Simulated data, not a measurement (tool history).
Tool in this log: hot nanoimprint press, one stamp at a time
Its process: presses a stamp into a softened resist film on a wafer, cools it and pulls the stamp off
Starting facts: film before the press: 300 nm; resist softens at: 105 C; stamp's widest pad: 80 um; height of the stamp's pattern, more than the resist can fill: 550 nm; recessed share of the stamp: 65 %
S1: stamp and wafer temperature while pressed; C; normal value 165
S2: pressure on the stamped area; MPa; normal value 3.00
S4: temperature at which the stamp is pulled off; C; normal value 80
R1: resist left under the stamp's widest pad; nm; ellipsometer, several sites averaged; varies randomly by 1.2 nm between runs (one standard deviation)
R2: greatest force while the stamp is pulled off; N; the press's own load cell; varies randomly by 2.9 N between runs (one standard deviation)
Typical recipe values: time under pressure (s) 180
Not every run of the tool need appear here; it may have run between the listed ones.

Run 1, hour 0.0: usual settings. Result: R1 188.7 nm, R2 148 N.
Run 2, hour 34.3: usual settings. Result: R1 187.3 nm, R2 139 N.
Run 3, hour 80.2: usual settings. Result: R1 188.0 nm, R2 153 N.
Run 4, hour 115.0: usual settings. Result: R1 190.8 nm, R2 157 N.
Run 5, hour 149.8: usual settings but S2 3.33 MPa. Result: R1 184.3 nm, R2 157 N.
Run 6, hour 173.2: usual settings but S2 3.33 MPa. Result: R1 184.7 nm, R2 156 N.
Run 7, hour 209.6: usual settings but S2 3.33 MPa. Result: R1 184.5 nm, R2 157 N.
At hour 226.7: plate thermocouple calibrated.
Run 8, hour 255.5: usual settings but S2 3.33 MPa. Result: R1 172.1 nm, R2 161 N.
Run 9, hour 302.0: usual settings but S2 3.33 MPa. Result: R1 175.2 nm, R2 163 N.
Run 10, hour 340.4: usual settings but S2 3.33 MPa. Result: R1 175.8 nm, R2 171 N.
Run 11, hour 382.5: usual settings but S2 3.33 MPa. Result: R1 176.8 nm, R2 169 N.
Run 12, hour 416.7: usual settings but time under pressure (s) 188. Result: R1 181.1 nm, R2 174 N.
Run 13, hour 446.2: usual settings but S1 169 C, S4 68 C. Result: R1 149.5 nm, R2 213 N.
Run 14, hour 481.8: usual settings but S2 2.08 MPa, time under pressure (s) 316. Result: R1 177.8 nm, R2 177 N.
At hour 513.4: stamp cleaned and given a new release coat.
Run 15, hour 524.9: usual settings but S1 161 C. Result: R1 223.3 nm, R2 137 N.
Run 16, hour 558.0: usual settings. Result: R1 189.4 nm, R2 135 N.
Run 17, hour 584.2: usual settings. Result: R1 188.6 nm, R2 141 N.
Run 18, hour 631.2: usual settings but S1 164 C, time under pressure (s) 165. Result: R1 204.9 nm, R2 148 N.
Run 19, hour 652.2: usual settings but S1 164 C, time under pressure (s) 165. Result: R1 204.2 nm, R2 147 N.
Run 20, hour 698.8: usual settings but S1 162 C, S2 2.33 MPa, time under pressure (s) 165. Result: R1 237.9 nm, R2 155 N.
At hour 719.9: plate thermocouple calibrated.
Run 21, hour 728.8: usual settings but S1 162 C, S2 2.33 MPa, time under pressure (s) 165. Result: R1 225.7 nm, R2 154 N.

Same runs, no hidden state in the tool, same run-to-run variation:
What the log doesn't record here: true temperature over the reading, C; pressure that arrives at the usual setting, %; grip of the stamp's worn release coat, % over a new coat's; drift of the gauge itself on residual_nm, %; drift of the gauge itself on pull_off_n, %.
run     R1   R2
  1  179.9  142
  2  177.5  131
  3  176.7  140
  4  178.3  141
  5  170.4  138
  6  170.2  135
  7  168.9  133
  8  170.7  138
  9  172.3  135
 10  171.6  139
 11  171.2  134
 12  174.6  135
 13  142.6  164
 14  169.6  133
 15  214.0  134
 16  178.3  129
 17  176.8  133
 18  191.8  136
 19  190.6  133
 20  225.1  137
 21  225.3  137
